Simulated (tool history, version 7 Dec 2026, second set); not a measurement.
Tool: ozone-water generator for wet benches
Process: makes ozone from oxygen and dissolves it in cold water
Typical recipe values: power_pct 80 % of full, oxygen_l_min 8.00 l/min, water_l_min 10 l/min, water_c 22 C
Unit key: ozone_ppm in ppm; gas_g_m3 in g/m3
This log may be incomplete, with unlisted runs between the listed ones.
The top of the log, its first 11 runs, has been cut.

run 12 day=55.171 | power_pct=80 oxygen_l_min=8.00 water_l_min=8 water_c=22 | ozone_ppm=40.8 gas_g_m3=250.2
run 13 day=58.896 | power_pct=80 oxygen_l_min=8.00 water_l_min=8 water_c=22 | ozone_ppm=40.2 gas_g_m3=250.3
run 14 day=65.150 | power_pct=80 oxygen_l_min=11.41 water_l_min=10 water_c=22 | ozone_ppm=34.7 gas_g_m3=220.0
run 15 day=70.108 | power_pct=80 oxygen_l_min=8.00 water_l_min=10 water_c=22 | ozone_ppm=36.7 gas_g_m3=247.6
run 16 day=72.900 | power_pct=80 oxygen_l_min=8.00 water_l_min=10 water_c=22 | ozone_ppm=36.8 gas_g_m3=247.9
run 17 day=76.171 | power_pct=49 oxygen_l_min=7.87 water_l_min=9 water_c=18 | ozone_ppm=27.9 gas_g_m3=162.0
run 18 day=80.842 | power_pct=80 oxygen_l_min=5.19 water_l_min=16 water_c=22 | ozone_ppm=27.9 gas_g_m3=288.3
run 19 day=85.267 | power_pct=49 oxygen_l_min=5.19 water_l_min=16 water_c=16 | ozone_ppm=20.1 gas_g_m3=192.7
run 20 day=89.800 | power_pct=49 oxygen_l_min=5.19 water_l_min=16 water_c=16 | ozone_ppm=19.9 gas_g_m3=191.3
run 21 day=96.392 | power_pct=52 oxygen_l_min=9.78 water_l_min=10 water_c=15 | ozone_ppm=29.6 gas_g_m3=160.4
run 22 day=101.925 | power_pct=52 oxygen_l_min=9.78 water_l_min=10 water_c=21 | ozone_ppm=25.4 gas_g_m3=160.0
run 23 day=106.179 | power_pct=52 oxygen_l_min=4.42 water_l_min=10 water_c=25 | ozone_ppm=24.7 gas_g_m3=212.4
-- day=106.475 water thermometer calibrated
run 24 day=109.500 | power_pct=52 oxygen_l_min=4.42 water_l_min=7 water_c=25 | ozone_ppm=29.3 gas_g_m3=211.2
run 25 day=113.092 | power_pct=66 oxygen_l_min=7.07 water_l_min=10 water_c=27 | ozone_ppm=28.0 gas_g_m3=220.9
run 26 day=116.596 | power_pct=66 oxygen_l_min=7.30 water_l_min=10 water_c=26 | ozone_ppm=28.7 gas_g_m3=217.1
run 27 day=120.362 | power_pct=66 oxygen_l_min=7.30 water_l_min=10 water_c=26 | ozone_ppm=28.5 gas_g_m3=216.8
run 28 day=124.725 | power_pct=66 oxygen_l_min=7.30 water_l_min=10 water_c=26 | ozone_ppm=28.7 gas_g_m3=218.4
run 29 day=130.217 | power_pct=66 oxygen_l_min=7.30 water_l_min=12 water_c=26 | ozone_ppm=26.2 gas_g_m3=218.5
run 30 day=135.267 | power_pct=66 oxygen_l_min=7.30 water_l_min=12 water_c=26 | ozone_ppm=26.1 gas_g_m3=219.6
run 31 day=139.967 | power_pct=80 oxygen_l_min=12.07 water_l_min=8 water_c=18 | ozone_ppm=42.3 gas_g_m3=213.9
run 32 day=142.892 | power_pct=41 oxygen_l_min=12.07 water_l_min=11 water_c=18 | ozone_ppm=20.8 gas_g_m3=121.4

5 options for the next run, each taken on its own from the tool as it stands now. Forecast them:
run A day=149.267 | power_pct=80 oxygen_l_min=7.74 water_l_min=10 water_c=22 | ozone_ppm=? gas_g_m3=?
run B day=149.267 | power_pct=57 oxygen_l_min=8.00 water_l_min=11 water_c=28 | ozone_ppm=? gas_g_m3=?
run C day=149.267 | power_pct=45 oxygen_l_min=8.00 water_l_min=10 water_c=22 | ozone_ppm=? gas_g_m3=?
run D day=149.267 | power_pct=80 oxygen_l_min=8.00 water_l_min=10 water_c=16 | ozone_ppm=? gas_g_m3=?
run E day=149.267 | power_pct=41 oxygen_l_min=9.77 water_l_min=10 water_c=16 | ozone_ppm=? gas_g_m3=?

run=A ozone_ppm=36.5 gas_g_m3=251.3
run=B ozone_ppm=22.6 gas_g_m3=185.4
run=C ozone_ppm=22.5 gas_g_m3=151.6
run=D ozone_ppm=42.3 gas_g_m3=249.6
run=E ozone_ppm=23.7 gas_g_m3=130.8
What these runs would have given with no unlogged condition in the tool:
run=A ozone_ppm=36.5 gas_g_m3=251.5
run=B ozone_ppm=22.6 gas_g_m3=185.4
run=C ozone_ppm=22.6 gas_g_m3=151.7
run=D ozone_ppm=42.3 gas_g_m3=249.7
run=E ozone_ppm=23.7 gas_g_m3=130.8
